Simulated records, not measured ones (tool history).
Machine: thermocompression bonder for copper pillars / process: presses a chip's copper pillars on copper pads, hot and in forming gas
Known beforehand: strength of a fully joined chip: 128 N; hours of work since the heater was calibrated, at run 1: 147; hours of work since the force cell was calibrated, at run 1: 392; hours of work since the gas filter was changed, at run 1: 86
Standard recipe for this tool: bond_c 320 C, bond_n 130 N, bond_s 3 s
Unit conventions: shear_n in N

run   hour  bond_c  bond_n  bond_s  hours of work since the heater was calibrated  hours of work since the force cell was calibrated  hours of work since the gas filter was changed  shear_n
  1      0     320     130       3                                            147                                                392                                              86     46.4
  2    9.4     320     130       3                                            152                                                397                                              91     46.4
  3   24.2     320     130       3                                            160                                                405                                              99     46.9
  4   31.5     320     130       3                                            164                                                409                                             103     46.2
  5   42.7     320     130       3                                            170                                                415                                             109     47.3
        52  -- forming gas filter changed
  6   57.8     320     130       3                                            178                                                423                                               3     47.4
  7   66.9     320      90       3                                            183                                                427                                               8       35
  8   75.8     320      90       3                                            187                                                432                                              13     36.4
  9   89.5     320     130       3                                            195                                                440                                              20     46.1
 10  103.1     320     130       8                                            202                                                447                                              27     66.9
 11    110     320     130       8                                            206                                                451                                              31     67.8
 12  118.2     320     130       8                                            210                                                455                                              36     66.9
 13    127     320     130       8                                            215                                                460                                              40       67
 14  141.1     320     130       8                                            223                                                467                                              48     67.8
 15  148.4     320     130       8                                            227                                                471                                              52     66.8
 16  156.8     320     130       8                                            231                                                476                                              56     67.9
 17  166.8     324     130       8                                            236                                                481                                              62     68.2
 18  180.9     348     101       3                                            244                                                489                                              69     54.8
 19  193.2     338     100       3                                            251                                                495                                              76     48.5
 20  207.4     347     108       8                                            258                                                503                                              84     76.8
 21  218.2     347     108       8                                            264                                                509                                              89     78.5
 22  232.4     347     108       8                                            272                                                516                                              97     76.8
 23  238.5     329      91       2                                            275                                                520                                             100     33.8
 24  249.5     329      91       2                                            281                                                526                                             106     34.3
     263.9  -- forming gas filter changed
 25  264.5     345      91       2                                            289                                                533                                               0     41.4
 26  278.5     347     110       2                                            296                                                541                                               8     50.3
 27  292.4     320      93       2                                            304                                                548                                              15       31
 28  304.7     299     109       2                                            310                                                555                                              22     24.8
 29  317.3     299     109       2                                            317                                                562                                              29     24.9
 30  324.3     307     111       3                                            321                                                566                                              32     35.2
 31  331.3     307     106       2                                            325                                                569                                              36     28.4
 32  337.4     307     106       2                                            328                                                573                                              40     29.4
 33  347.5     296     130       2                                            333                                                578                                              45       28

Here are 4 independent what-if runs from the current tool condition. What would each one return?
  A  361.4     296     130       8                                            341                                                585                                              52        ?
  B  361.4     301     147       7                                            341                                                585                                              52        ?
  C  361.4     320     130       4                                            341                                                585                                              52        ?
  D  361.4     302     130       3                                            341                                                585                                              52        ?

run  shear_n
  A     50.1
  B     54.2
  C     52.6
  D     37.4
Had the tool no hidden state, the same runs would have come out as:
run  shear_n
  A     50.2
  B     54.3
  C     52.7
  D     37.5

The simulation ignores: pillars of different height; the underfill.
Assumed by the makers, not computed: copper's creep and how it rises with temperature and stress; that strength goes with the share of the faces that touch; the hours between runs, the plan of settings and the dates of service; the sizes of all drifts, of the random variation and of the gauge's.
